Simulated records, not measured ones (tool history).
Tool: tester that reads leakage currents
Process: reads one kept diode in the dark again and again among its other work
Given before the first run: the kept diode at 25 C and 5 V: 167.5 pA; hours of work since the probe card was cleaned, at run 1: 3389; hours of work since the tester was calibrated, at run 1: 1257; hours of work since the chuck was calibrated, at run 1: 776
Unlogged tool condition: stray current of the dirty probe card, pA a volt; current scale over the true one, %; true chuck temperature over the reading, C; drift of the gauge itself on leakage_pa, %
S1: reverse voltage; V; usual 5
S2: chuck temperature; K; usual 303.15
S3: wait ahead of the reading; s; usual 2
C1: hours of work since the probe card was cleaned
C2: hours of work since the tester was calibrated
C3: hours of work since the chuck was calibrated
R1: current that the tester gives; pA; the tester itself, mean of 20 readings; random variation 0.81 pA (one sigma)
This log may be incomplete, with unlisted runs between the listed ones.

{"run": 1, "hour": 0.0, "S1": 5, "S2": 303.15, "S3": 2, "C1": 3389, "C2": 1257, "C3": 776, "R1": 290.23}
{"run": 2, "hour": 89.0, "S1": 5, "S2": 325.15, "S3": 2, "C1": 3458, "C2": 1326, "C3": 845, "R1": 1858.94}
{"run": 3, "hour": 151.6, "S1": 5, "S2": 303.15, "S3": 2, "C1": 3506, "C2": 1374, "C3": 893, "R1": 293.89}
{"run": 4, "hour": 227.7, "S1": 5, "S2": 303.15, "S3": 2, "C1": 3565, "C2": 1433, "C3": 952, "R1": 295.39}
{"run": 5, "hour": 299.3, "S1": 5, "S2": 303.15, "S3": 1.04, "C1": 3620, "C2": 1489, "C3": 1007, "R1": 296.6}
{"run": 6, "hour": 378.8, "S1": 5, "S2": 303.15, "S3": 1.04, "C1": 3682, "C2": 1550, "C3": 1069, "R1": 297.42}
{"run": 7, "hour": 473.1, "S1": 5, "S2": 303.15, "S3": 1.04, "C1": 3755, "C2": 1623, "C3": 1141, "R1": 299.61}
{"hour": 483.4, "done": "probe card cleaned and baked"}
{"run": 8, "hour": 594.6, "S1": 5, "S2": 303.15, "S3": 1.04, "C1": 86, "C2": 1714, "C3": 1233, "R1": 292.88}
{"run": 9, "hour": 736.9, "S1": 5, "S2": 303.15, "S3": 1.04, "C1": 196, "C2": 1824, "C3": 1343, "R1": 294.67}
{"run": 10, "hour": 876.8, "S1": 5, "S2": 303.15, "S3": 1.04, "C1": 304, "C2": 1932, "C3": 1451, "R1": 297.6}
{"run": 11, "hour": 945.4, "S1": 5, "S2": 303.15, "S3": 1.04, "C1": 357, "C2": 1985, "C3": 1504, "R1": 298.41}
{"run": 12, "hour": 1020.7, "S1": 5, "S2": 303.15, "S3": 1.04, "C1": 415, "C2": 2043, "C3": 1562, "R1": 300.65}
{"hour": 1043.0, "done": "chuck's temperature calibrated"}
{"run": 13, "hour": 1087.4, "S1": 5, "S2": 303.15, "S3": 1.04, "C1": 465, "C2": 2093, "C3": 34, "R1": 274.93}
{"run": 14, "hour": 1163.5, "S1": 5, "S2": 303.15, "S3": 0.79, "C1": 524, "C2": 2152, "C3": 93, "R1": 277.35}
{"run": 15, "hour": 1246.3, "S1": 12.95, "S2": 303.15, "S3": 2, "C1": 588, "C2": 2216, "C3": 157, "R1": 466.8}
{"run": 16, "hour": 1378.6, "S1": 5, "S2": 313.15, "S3": 2, "C1": 690, "C2": 2318, "C3": 259, "R1": 679.31}
{"run": 17, "hour": 1470.9, "S1": 12.9, "S2": 303.15, "S3": 2, "C1": 761, "C2": 2389, "C3": 330, "R1": 467.71}
{"run": 18, "hour": 1571.5, "S1": 12.9, "S2": 303.15, "S3": 2, "C1": 839, "C2": 2467, "C3": 408, "R1": 472.68}
{"run": 19, "hour": 1674.5, "S1": 12.9, "S2": 303.15, "S3": 2, "C1": 918, "C2": 2547, "C3": 488, "R1": 479.41}
{"run": 20, "hour": 1777.2, "S1": 12.9, "S2": 303.15, "S3": 2, "C1": 998, "C2": 2626, "C3": 567, "R1": 481.6}
{"run": 21, "hour": 1909.6, "S1": 3.71, "S2": 297.15, "S3": 7.03, "C1": 1100, "C2": 2728, "C3": 669, "R1": 143.05}
{"run": 22, "hour": 2018.1, "S1": 2.53, "S2": 321.15, "S3": 2, "C1": 1184, "C2": 2812, "C3": 753, "R1": 947.8}
{"run": 23, "hour": 2142.5, "S1": 3.84, "S2": 314.15, "S3": 1.36, "C1": 1280, "C2": 2908, "C3": 849, "R1": 673.52}
{"hour": 2164.8, "done": "tester calibrated"}
{"run": 24, "hour": 2272.2, "S1": 3.84, "S2": 302.15, "S3": 1.36, "C1": 1378, "C2": 83, "C3": 948, "R1": 238.83}
{"run": 25, "hour": 2335.6, "S1": 3.84, "S2": 322.15, "S3": 3.92, "C1": 1427, "C2": 132, "C3": 997, "R1": 1332.53}
{"run": 26, "hour": 2465.0, "S1": 3.84, "S2": 322.15, "S3": 3.92, "C1": 1527, "C2": 232, "C3": 1096, "R1": 1335.11}
{"hour": 2538.5, "done": "tester calibrated, once more"}
{"run": 27, "hour": 2600.2, "S1": 3.84, "S2": 322.15, "S3": 3.92, "C1": 1630, "C2": 48, "C3": 1199, "R1": 1305.49}
{"run": 28, "hour": 2686.6, "S1": 12.77, "S2": 319.15, "S3": 8.08, "C1": 1697, "C2": 114, "C3": 1266, "R1": 1964.4}
{"run": 29, "hour": 2836.4, "S1": 13.77, "S2": 320.15, "S3": 8.08, "C1": 1812, "C2": 230, "C3": 1382, "R1": 2229.4}
{"run": 30, "hour": 2900.8, "S1": 13.77, "S2": 320.15, "S3": 8.08, "C1": 1862, "C2": 280, "C3": 1431, "R1": 2258.65}
{"run": 31, "hour": 3023.1, "S1": 13.77, "S2": 320.15, "S3": 8.08, "C1": 1956, "C2": 374, "C3": 1526, "R1": 2274.54}
{"hour": 3094.0, "done": "chuck's temperature calibrated"}
{"run": 32, "hour": 3149.3, "S1": 13.77, "S2": 320.15, "S3": 8.08, "C1": 2052, "C2": 470, "C3": 43, "R1": 2064.72}
{"run": 33, "hour": 3279.2, "S1": 5, "S2": 295.15, "S3": 2, "C1": 2153, "C2": 570, "C3": 143, "R1": 134.88}
{"run": 34, "hour": 3379.4, "S1": 5, "S2": 295.15, "S3": 2, "C1": 2230, "C2": 648, "C3": 220, "R1": 135.92}
{"run": 35, "hour": 3456.2, "S1": 5, "S2": 295.15, "S3": 2, "C1": 2289, "C2": 707, "C3": 280, "R1": 136.54}
{"run": 36, "hour": 3573.4, "S1": 14.81, "S2": 316.15, "S3": 0.38, "C1": 2380, "C2": 798, "C3": 370, "R1": 1583.42}
{"run": 37, "hour": 3666.2, "S1": 11.46, "S2": 299.15, "S3": 2, "C1": 2452, "C2": 869, "C3": 442, "R1": 316.36}
{"run": 38, "hour": 3784.5, "S1": 2.67, "S2": 303.15, "S3": 2, "C1": 2543, "C2": 961, "C3": 533, "R1": 204.33}

Consider 4 possible next runs. They are alternatives, not a sequence: every one starts from the tool as it was left by run 38. What does each give?
{"run": "A", "hour": 3890.7, "S1": 5, "S2": 332.15, "S3": 8.8, "C1": 2625, "C2": 1043, "C3": 615, "R1": "?"}
{"run": "B", "hour": 3890.7, "S1": 5, "S2": 321.15, "S3": 2, "C1": 2625, "C2": 1043, "C3": 615, "R1": "?"}
{"run": "C", "hour": 3890.7, "S1": 3.17, "S2": 299.15, "S3": 1.71, "C1": 2625, "C2": 1043, "C3": 615, "R1": "?"}
{"run": "D", "hour": 3890.7, "S1": 10.45, "S2": 303.15, "S3": 0.56, "C1": 2625, "C2": 1043, "C3": 615, "R1": "?"}

run=A R1=3215.43
run=B R1=1347.98
run=C R1=158.14
run=D R1=437.55
With the hidden condition removed and each run's random variation left untouched, the same runs would have given:
run=A R1=3058.97
run=B R1=1274.77
run=C R1=144.94
run=D R1=399.27
